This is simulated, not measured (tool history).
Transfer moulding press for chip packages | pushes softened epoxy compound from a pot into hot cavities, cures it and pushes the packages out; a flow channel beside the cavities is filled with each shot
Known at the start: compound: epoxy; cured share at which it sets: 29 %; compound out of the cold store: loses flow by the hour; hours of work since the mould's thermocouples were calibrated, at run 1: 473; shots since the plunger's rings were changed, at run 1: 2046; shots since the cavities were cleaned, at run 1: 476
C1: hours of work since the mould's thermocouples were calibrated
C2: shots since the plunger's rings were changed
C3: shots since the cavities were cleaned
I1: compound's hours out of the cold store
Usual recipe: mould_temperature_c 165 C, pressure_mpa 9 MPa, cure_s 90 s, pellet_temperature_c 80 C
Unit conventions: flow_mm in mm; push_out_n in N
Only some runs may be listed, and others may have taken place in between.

Run 1, hour 0: usual settings; C1 473; C2 2046; C3 476; I1 47.5. Result: flow_mm 942 mm, push_out_n 383 N.
Run 2, hour 28.9: usual settings; C1 489; C2 2330; C3 760; I1 12.3. Result: flow_mm 1023 mm, push_out_n 387 N.
At hour 45.4: cavities cleaned with cleaning compound and waxed.
Run 3, hour 47: usual settings but pellet_temperature_c 82 C; C1 498; C2 2494; C3 15; I1 13.3. Result: flow_mm 1013 mm, push_out_n 389 N.
Run 4, hour 67.4: usual settings but pressure_mpa 8.18 MPa, pellet_temperature_c 82 C; C1 509; C2 2695; C3 216; I1 17.1. Result: flow_mm 972 mm, push_out_n 410 N.
Run 5, hour 86.8: usual settings; C1 520; C2 2885; C3 406; I1 20.9. Result: flow_mm 990 mm, push_out_n 392 N.
Run 6, hour 111.8: usual settings but cure_s 130 s; C1 534; C2 3132; C3 653; I1 15.6. Result: flow_mm 1000 mm, push_out_n 349 N.
At hour 139.4: cavities cleaned with cleaning compound and waxed.
Run 7, hour 142.4: usual settings but cure_s 130 s; C1 550; C2 3419; C3 30; I1 24.6. Result: flow_mm 990 mm, push_out_n 340 N.
Run 8, hour 168.1: usual settings but cure_s 130 s; C1 564; C2 3671; C3 282; I1 23.4. Result: flow_mm 998 mm, push_out_n 344 N.
Run 9, hour 195.5: usual settings but cure_s 130 s; C1 579; C2 3941; C3 552; I1 40.4. Result: flow_mm 947 mm, push_out_n 339 N.
Run 10, hour 219.7: usual settings but mould_temperature_c 161 C, pressure_mpa 8.42 MPa, cure_s 82 s, pellet_temperature_c 73 C; C1 592; C2 4180; C3 791; I1 10. Result: flow_mm 1033 mm, push_out_n 600 N.
At hour 232.2: cavities cleaned with cleaning compound and waxed.
Run 11, hour 247.2: usual settings but mould_temperature_c 163 C, pressure_mpa 10.73 MPa, cure_s 93 s, pellet_temperature_c 74 C; C1 606; C2 4435; C3 147; I1 42.7. Result: flow_mm 1056 mm, push_out_n 405 N.
Run 12, hour 264.7: usual settings but cure_s 94 s, pellet_temperature_c 77 C; C1 616; C2 4608; C3 320; I1 39.6. Result: flow_mm 962 mm, push_out_n 369 N.
Run 13, hour 279.5: usual settings but mould_temperature_c 164 C, cure_s 94 s, pellet_temperature_c 70 C; C1 624; C2 4754; C3 466; I1 30.5. Result: flow_mm 991 mm, push_out_n 398 N.
Run 14, hour 306.6: usual settings but mould_temperature_c 159 C, pressure_mpa 7.38 MPa, cure_s 76 s; C1 639; C2 5020; C3 732; I1 39.9. Result: flow_mm 900 mm, push_out_n 771 N.
Run 15, hour 321.9: usual settings but mould_temperature_c 169 C, pressure_mpa 7.38 MPa, cure_s 85 s, pellet_temperature_c 71 C; C1 647; C2 5171; C3 883; I1 16.2. Result: flow_mm 894 mm, push_out_n 381 N.
At hour 325.5: cavities cleaned with cleaning compound and waxed.
Run 16, hour 341.2: usual settings but mould_temperature_c 170 C, pressure_mpa 10.71 MPa, cure_s 110 s, pellet_temperature_c 79 C; C1 657; C2 5347; C3 155; I1 17.1. Result: flow_mm 1081 mm, push_out_n 346 N.
Run 17, hour 363.3: usual settings but mould_temperature_c 170 C, pressure_mpa 10.71 MPa, cure_s 110 s, pellet_temperature_c 79 C; C1 669; C2 5564; C3 372; I1 15.5. Result: flow_mm 1101 mm, push_out_n 345 N.
Run 18, hour 375.5: usual settings but pressure_mpa 9.77 MPa, cure_s 115 s; C1 676; C2 5685; C3 493; I1 10.5. Result: flow_mm 1075 mm, push_out_n 352 N.

3 options for the next run, each taken on its own from the tool as it stands now. Forecast them:
Run A, hour 404.1: usual settings but mould_temperature_c 169 C, cure_s 71 s; C1 692; C2 5966; C3 774; I1 30.3. Result: flow_mm ?, push_out_n ?.
Run B, hour 404.1: usual settings but mould_temperature_c 171 C; C1 692; C2 5966; C3 774; I1 31.6. Result: flow_mm ?, push_out_n ?.
Run C, hour 404.1: usual settings but cure_s 84 s, pellet_temperature_c 79 C; C1 692; C2 5966; C3 774; I1 15.3. Result: flow_mm ?, push_out_n ?.

run  flow_mm  push_out_n
  A      955         464
  B      957         347
  C     1017         438
Without the tool's unlogged condition, the same runs would have read:
run  flow_mm  push_out_n
  A      956         460
  B      958         344
  C     1017         434
